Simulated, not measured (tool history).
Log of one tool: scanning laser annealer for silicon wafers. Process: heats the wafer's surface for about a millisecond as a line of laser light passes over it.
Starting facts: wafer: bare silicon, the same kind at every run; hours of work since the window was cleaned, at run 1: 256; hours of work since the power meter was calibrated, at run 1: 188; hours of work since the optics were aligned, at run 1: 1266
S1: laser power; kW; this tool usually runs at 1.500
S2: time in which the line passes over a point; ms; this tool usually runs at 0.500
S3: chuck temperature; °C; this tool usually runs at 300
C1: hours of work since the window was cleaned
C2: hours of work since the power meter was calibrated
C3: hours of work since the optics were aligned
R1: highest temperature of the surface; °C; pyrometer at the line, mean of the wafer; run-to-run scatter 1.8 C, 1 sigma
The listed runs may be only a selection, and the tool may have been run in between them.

run,day,S1,S2,S3,C1,C2,C3,R1
1,0.000,1.500,0.500,300,256,188,1266,1048
2,0.371,1.500,0.500,300,261,194,1271,1052
3,0.758,1.500,0.500,295,266,199,1276,1047
4,1.108,1.500,0.500,295,271,204,1281,1048
5,1.367,1.500,0.500,295,275,207,1285,1045
6,1.567,1.500,0.500,300,277,210,1288,1050
7,1.762,1.500,0.500,300,280,213,1290,1049
8,2.092,1.500,0.500,300,285,217,1295,1052
9,2.412,1.500,0.500,300,289,222,1299,1049
10,2.650,1.500,0.500,300,292,225,1303,1048
11,2.954,1.500,0.500,300,297,229,1307,1046
12,3.325,1.358,0.452,336,302,234,1312,980
13,3.671,1.562,0.353,299,306,239,1317,954
14,3.858,1.642,0.352,320,309,242,1319,1010
# day 4.096: optics aligned, line set to its width
15,4.250,1.544,0.620,314,312,244,2,1173
16,4.517,1.544,0.620,314,315,248,6,1172
17,4.808,1.605,0.620,261,319,252,10,1149
18,5.021,1.605,0.620,261,322,255,13,1150
19,5.346,1.605,0.620,261,327,259,17,1155
20,5.579,1.552,0.559,275,330,263,21,1091
21,5.858,1.552,0.482,275,334,267,24,1037

Hidden state at the last listed run before each entry between runs and at the first one after, where it differs:
Runs 14 to 15: optics aligned, line set to its width (day 4.096)
  light that passes the window, % of a clean one's: 97.67 -> 97.65; width of the line over the set one, %: 1.93 -> 0.42
  the result without the hidden state subtracted from the measured one, R1: -20 -> -18 °C
